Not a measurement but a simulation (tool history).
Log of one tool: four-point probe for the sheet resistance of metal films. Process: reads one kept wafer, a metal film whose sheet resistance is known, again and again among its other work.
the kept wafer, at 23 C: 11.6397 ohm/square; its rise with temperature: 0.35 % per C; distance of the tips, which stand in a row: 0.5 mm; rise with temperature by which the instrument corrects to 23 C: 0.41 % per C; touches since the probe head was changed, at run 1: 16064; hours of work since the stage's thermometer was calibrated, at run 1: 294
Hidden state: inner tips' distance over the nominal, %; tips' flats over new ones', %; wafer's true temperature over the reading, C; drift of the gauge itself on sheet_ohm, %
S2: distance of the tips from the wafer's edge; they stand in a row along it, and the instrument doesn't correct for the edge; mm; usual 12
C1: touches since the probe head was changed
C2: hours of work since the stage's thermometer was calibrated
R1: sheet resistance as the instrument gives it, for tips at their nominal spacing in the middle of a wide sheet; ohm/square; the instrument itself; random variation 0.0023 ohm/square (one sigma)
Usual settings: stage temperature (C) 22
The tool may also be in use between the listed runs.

Run 1, hour 0.0: usual settings; C1 16064; C2 294. Result: R1 11.622883 ohm/square.
Run 2, hour 21.7: usual settings but S2 43 mm; C1 16585; C2 303. Result: R1 11.615403 ohm/square.
Run 3, hour 50.1: usual settings but S2 14 mm; C1 17266; C2 316. Result: R1 11.621612 ohm/square.
Run 4, hour 65.4: usual settings but stage temperature (C) 27; C1 17634; C2 323. Result: R1 11.595005 ohm/square.
Run 5, hour 94.2: usual settings; C1 18325; C2 335. Result: R1 11.628319 ohm/square.
Run 6, hour 119.3: usual settings; C1 18927; C2 347. Result: R1 11.627122 ohm/square.
Run 7, hour 136.6: usual settings but S2 27 mm; C1 19342; C2 354. Result: R1 11.616227 ohm/square.
Run 8, hour 166.3: usual settings; C1 20057; C2 368. Result: R1 11.627403 ohm/square.
Run 9, hour 199.6: usual settings; C1 20856; C2 382. Result: R1 11.625420 ohm/square.
Run 10, hour 224.2: usual settings; C1 21444; C2 393. Result: R1 11.632473 ohm/square.
Run 11, hour 254.8: usual settings but stage temperature (C) 27; C1 22179; C2 407. Result: R1 11.599368 ohm/square.
Run 12, hour 281.9: usual settings but stage temperature (C) 27; C1 22829; C2 419. Result: R1 11.601311 ohm/square.
Run 13, hour 313.6: usual settings; C1 23592; C2 433. Result: R1 11.623728 ohm/square.
Run 14, hour 337.7: usual settings but stage temperature (C) 27; C1 24169; C2 444. Result: R1 11.598306 ohm/square.
Run 15, hour 368.9: usual settings but stage temperature (C) 27; C1 24919; C2 458. Result: R1 11.606084 ohm/square.
Run 16, hour 398.3: usual settings but stage temperature (C) 27; C1 25624; C2 471. Result: R1 11.600970 ohm/square.
Run 17, hour 429.4: usual settings; C1 26371; C2 485. Result: R1 11.631080 ohm/square.
Run 18, hour 457.5: usual settings but S2 68 mm; C1 27045; C2 497. Result: R1 11.623422 ohm/square.
Run 19, hour 489.2: usual settings but stage temperature (C) 26, S2 68 mm; C1 27807; C2 511. Result: R1 11.600582 ohm/square.
Run 20, hour 521.3: usual settings but stage temperature (C) 26, S2 68 mm; C1 28576; C2 526. Result: R1 11.597924 ohm/square.
Run 21, hour 550.8: usual settings but S2 4 mm; C1 29286; C2 539. Result: R1 11.718936 ohm/square.
Run 22, hour 581.8: usual settings but S2 9 mm; C1 30029; C2 552. Result: R1 11.644619 ohm/square.
Run 23, hour 607.2: usual settings but stage temperature (C) 21; C1 30638; C2 564. Result: R1 11.640504 ohm/square.
Run 24, hour 638.0: usual settings but stage temperature (C) 18; C1 31379; C2 577. Result: R1 11.660165 ohm/square.
Run 25, hour 664.3: usual settings but stage temperature (C) 33, S2 24 mm; C1 32010; C2 589. Result: R1 11.557799 ohm/square.
Run 26, hour 693.2: usual settings but stage temperature (C) 25, S2 30 mm; C1 32702; C2 602. Result: R1 11.607909 ohm/square.
Run 27, hour 706.6: usual settings but stage temperature (C) 25, S2 30 mm; C1 33024; C2 608. Result: R1 11.614081 ohm/square.
Run 28, hour 725.3: usual settings but S2 31 mm; C1 33473; C2 616. Result: R1 11.626980 ohm/square.
Run 29, hour 756.0: usual settings but S2 11 mm; C1 34211; C2 630. Result: R1 11.637533 ohm/square.
Run 30, hour 769.8: usual settings but stage temperature (C) 32, S2 19 mm; C1 34540; C2 636. Result: R1 11.575080 ohm/square.
Run 31, hour 787.5: usual settings but stage temperature (C) 27, S2 13 mm; C1 34965; C2 644. Result: R1 11.608443 ohm/square.
Run 32, hour 811.8: usual settings but stage temperature (C) 27, S2 13 mm; C1 35550; C2 655. Result: R1 11.606435 ohm/square.
Run 33, hour 838.3: usual settings but stage temperature (C) 27, S2 13 mm; C1 36186; C2 667. Result: R1 11.608328 ohm/square.
Run 34, hour 864.9: usual settings but stage temperature (C) 26, S2 4 mm; C1 36824; C2 678. Result: R1 11.699584 ohm/square.
Run 35, hour 888.6: usual settings but stage temperature (C) 28, S2 64 mm; C1 37393; C2 689. Result: R1 11.590875 ohm/square.
Run 36, hour 902.1: usual settings but stage temperature (C) 27, S2 3 mm; C1 37716; C2 695. Result: R1 11.767499 ohm/square.
Run 37, hour 922.8: usual settings but stage temperature (C) 35, S2 5 mm; C1 38215; C2 704. Result: R1 11.615010 ohm/square.
Run 38, hour 945.2: usual settings but stage temperature (C) 35, S2 5 mm; C1 38752; C2 714. Result: R1 11.613806 ohm/square.
Run 39, hour 964.0: usual settings but stage temperature (C) 35, S2 5 mm; C1 39204; C2 723. Result: R1 11.617695 ohm/square.
Run 40, hour 995.4: usual settings but stage temperature (C) 28, S2 9 mm; C1 39956; C2 737. Result: R1 11.616347 ohm/square.
Run 41, hour 1017.8: usual settings but stage temperature (C) 33, S2 5 mm; C1 40493; C2 746. Result: R1 11.625458 ohm/square.
Run 42, hour 1035.9: usual settings but stage temperature (C) 29, S2 39 mm; C1 40928; C2 755. Result: R1 11.591079 ohm/square.
Run 43, hour 1059.9: usual settings but stage temperature (C) 19, S2 4 mm; C1 41505; C2 765. Result: R1 11.750921 ohm/square.
Run 44, hour 1090.1: usual settings but stage temperature (C) 34, S2 54 mm; C1 42230; C2 779. Result: R1 11.566372 ohm/square.
Run 45, hour 1122.5: usual settings but stage temperature (C) 27, S2 8 mm; C1 43006; C2 793. Result: R1 11.627202 ohm/square.

Measured less the same run without the tool's hidden state. The same run-to-run variation is in both; the gauge's scatter may not be:
run         R1
  1  -0.031708
  2  -0.031332
  3  -0.030928
  4  -0.030554
  5  -0.030220
  6  -0.029773
  7  -0.029496
  8  -0.029046
  9  -0.028562
 10  -0.028217
 11  -0.027632
 12  -0.027246
 13  -0.026928
 14  -0.026423
 15  -0.026008
 16  -0.025547
 17  -0.025115
 18  -0.024704
 19  -0.024119
 20  -0.023653
 21  -0.023506
 22  -0.022898
 23  -0.022502
 24  -0.022056
 25  -0.021244
 26  -0.020962
 27  -0.020763
 28  -0.020545
 29  -0.020104
 30  -0.019624
 31  -0.019505
 32  -0.019119
 33  -0.018739
 34  -0.018512
 35  -0.017941
 36  -0.018011
 37  -0.017301
 38  -0.016993
 39  -0.016696
 40  -0.016348
 41  -0.015918
 42  -0.015639
 43  -0.015649
 44  -0.014712
 45  -0.014442
